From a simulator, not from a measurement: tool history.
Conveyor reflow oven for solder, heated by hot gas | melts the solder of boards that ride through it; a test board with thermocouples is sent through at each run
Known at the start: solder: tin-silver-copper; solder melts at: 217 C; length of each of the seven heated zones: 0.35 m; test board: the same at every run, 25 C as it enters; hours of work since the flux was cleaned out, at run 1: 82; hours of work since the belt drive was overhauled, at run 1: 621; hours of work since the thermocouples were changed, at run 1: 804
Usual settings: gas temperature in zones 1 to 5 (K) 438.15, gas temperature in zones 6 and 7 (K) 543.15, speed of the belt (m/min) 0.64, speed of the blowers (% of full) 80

run	hour	gas temperature in zones 1 to 5 (K)	gas temperature in zones 6 and 7 (K)	speed of the belt (m/min)	speed of the blowers (% of full)	hours of work since the flux was cleaned out	hours of work since the belt drive was overhauled	hours of work since the thermocouples were changed	highest temperature of the board (K)	time above the solder's melting point (s)
1	0	438.15	543.15	0.64	80	82	621	804	524.15	46.6
2	30.2	438.15	543.15	0.64	80	94	633	817	524.25	46.4
3	69.7	438.15	543.15	0.64	80	111	649	833	524.95	46.2
4	95.3	438.15	533.15	0.64	80	121	659	843	515.75	39.8
5	124.2	438.15	543.15	0.64	80	133	671	855	524.55	46
6	163.1	438.15	543.15	0.64	80	149	687	871	524.45	45.9
7	183.8	438.15	543.15	0.64	53	157	696	879	518.25	41.5
8	224.2	438.15	543.15	0.64	53	174	712	896	517.95	41.1
9	254.9	438.15	543.15	0.64	53	186	725	908	519.15	41.2
10	281.3	438.15	543.15	0.64	53	197	736	919	518.95	40.7
11	306.9	438.15	543.15	0.64	53	208	746	930	518.45	40.4
12	332.3	438.15	543.15	0.64	53	218	756	940	518.15	41.2
13	369	438.15	543.15	0.64	53	233	771	955	518.55	40.8
# hour 377.2: flux residue cleaned out of gas plates and filters
14	405.9	428.15	543.15	0.64	53	12	785	968	517.05	37.2

Forecast run 15:
# hour 410.1: thermocouples of zones 6 and 7 changed
15	454	438.15	556.15	0.64	80	31	803	18	?	?

Run 15 gave highest temperature of the board (K) 537.85, time above the solder's melting point (s) 54.2.
Without the tool's hidden state the same run would have given highest temperature of the board (K) 537.85, time above the solder's melting point (s) 53.5.
